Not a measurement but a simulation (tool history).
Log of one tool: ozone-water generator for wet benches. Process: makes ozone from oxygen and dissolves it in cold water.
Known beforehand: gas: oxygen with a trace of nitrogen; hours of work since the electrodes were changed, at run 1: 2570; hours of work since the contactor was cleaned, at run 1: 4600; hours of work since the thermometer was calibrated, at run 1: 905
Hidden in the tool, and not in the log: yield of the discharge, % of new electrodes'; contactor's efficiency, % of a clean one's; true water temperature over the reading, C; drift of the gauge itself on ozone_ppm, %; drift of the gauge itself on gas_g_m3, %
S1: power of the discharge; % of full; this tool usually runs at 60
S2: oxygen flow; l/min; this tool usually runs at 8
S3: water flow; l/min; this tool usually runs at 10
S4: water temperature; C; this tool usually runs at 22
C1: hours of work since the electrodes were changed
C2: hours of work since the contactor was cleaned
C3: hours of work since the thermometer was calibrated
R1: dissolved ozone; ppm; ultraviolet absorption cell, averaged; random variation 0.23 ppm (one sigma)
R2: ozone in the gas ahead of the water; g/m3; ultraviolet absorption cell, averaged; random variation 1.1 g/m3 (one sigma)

Run 1, hour 0: usual settings; C1 2570; C2 4600; C3 905. Result: R1 34.1 ppm, R2 197.8 g/m3.
Run 2, hour 49.3: usual settings; C1 2617; C2 4647; C3 952. Result: R1 34.2 ppm, R2 195.7 g/m3.
Run 3, hour 109.5: usual settings; C1 2675; C2 4704; C3 1009. Result: R1 33.9 ppm, R2 195.1 g/m3.
Run 4, hour 175.1: usual settings; C1 2737; C2 4767; C3 1072. Result: R1 34.1 ppm, R2 197.6 g/m3.
Run 5, hour 250.1: usual settings; C1 2808; C2 4838; C3 1143. Result: R1 34.5 ppm, R2 197.2 g/m3.
Run 6, hour 303.2: usual settings; C1 2859; C2 4888; C3 1194. Result: R1 34.3 ppm, R2 199.7 g/m3.
Run 7, hour 350.5: usual settings; C1 2904; C2 4933; C3 1239. Result: R1 34.3 ppm, R2 197.7 g/m3.
Run 8, hour 414.2: usual settings but S1 42 % of full; C1 2964; C2 4994; C3 1299. Result: R1 25.9 ppm, R2 148.6 g/m3.
Run 9, hour 478.4: usual settings but S4 23 C; C1 3026; C2 5055; C3 1360. Result: R1 33.4 ppm, R2 198.3 g/m3.
Run 10, hour 524.7: usual settings; C1 3070; C2 5099; C3 1404. Result: R1 34.3 ppm, R2 196.7 g/m3.
Run 11, hour 566: usual settings; C1 3109; C2 5138; C3 1444. Result: R1 34 ppm, R2 195.1 g/m3.
Run 12, hour 619.2: usual settings; C1 3160; C2 5189; C3 1494. Result: R1 33.9 ppm, R2 197.1 g/m3.
Run 13, hour 682.4: usual settings; C1 3220; C2 5249; C3 1554. Result: R1 34.2 ppm, R2 196.4 g/m3.
Run 14, hour 713.1: usual settings; C1 3249; C2 5278; C3 1584. Result: R1 34.5 ppm, R2 196.9 g/m3.
At hour 733.1: contactor cleaned.
Run 15, hour 783.9: usual settings; C1 3312; C2 48; C3 1647. Result: R1 34 ppm, R2 196 g/m3.
Run 16, hour 843: usual settings; C1 3369; C2 105; C3 1704. Result: R1 33.9 ppm, R2 195.7 g/m3.
Run 17, hour 892.8: usual settings; C1 3416; C2 152; C3 1751. Result: R1 34.4 ppm, R2 197 g/m3.
Run 18, hour 967.6: usual settings but S1 52 % of full, S4 24 C; C1 3487; C2 223; C3 1822. Result: R1 29.1 ppm, R2 177.7 g/m3.
Run 19, hour 999.5: usual settings but S2 8.77 l/min, S3 11 l/min, S4 24 C; C1 3518; C2 253; C3 1852. Result: R1 31.1 ppm, R2 193 g/m3.
Run 20, hour 1055: usual settings but S2 8.77 l/min, S3 15 l/min, S4 28 C; C1 3570; C2 306; C3 1905. Result: R1 24 ppm, R2 190.6 g/m3.
Run 21, hour 1119: usual settings but S2 7.67 l/min, S3 12 l/min; C1 3631; C2 367; C3 1966. Result: R1 31.6 ppm, R2 199.3 g/m3.
Run 22, hour 1153.4: usual settings but S3 11 l/min, S4 26 C; C1 3664; C2 400; C3 1999. Result: R1 29.7 ppm, R2 195.1 g/m3.
Run 23, hour 1205.2: usual settings but S3 11 l/min, S4 26 C; C1 3713; C2 449; C3 2048. Result: R1 29.7 ppm, R2 195.1 g/m3.

Run 24 has not been measured yet. What should we expect?
Run 24, hour 1237.4: usual settings but S3 11 l/min, S4 26 C; C1 3744; C2 480; C3 2079. Result: R1 ?, R2 ?.

R1: 29.6 ppm
R2: 198.6 g/m3
Minus the tool's unlogged condition, the same run would have read R1 29.6 ppm, R2 198.8 g/m3.

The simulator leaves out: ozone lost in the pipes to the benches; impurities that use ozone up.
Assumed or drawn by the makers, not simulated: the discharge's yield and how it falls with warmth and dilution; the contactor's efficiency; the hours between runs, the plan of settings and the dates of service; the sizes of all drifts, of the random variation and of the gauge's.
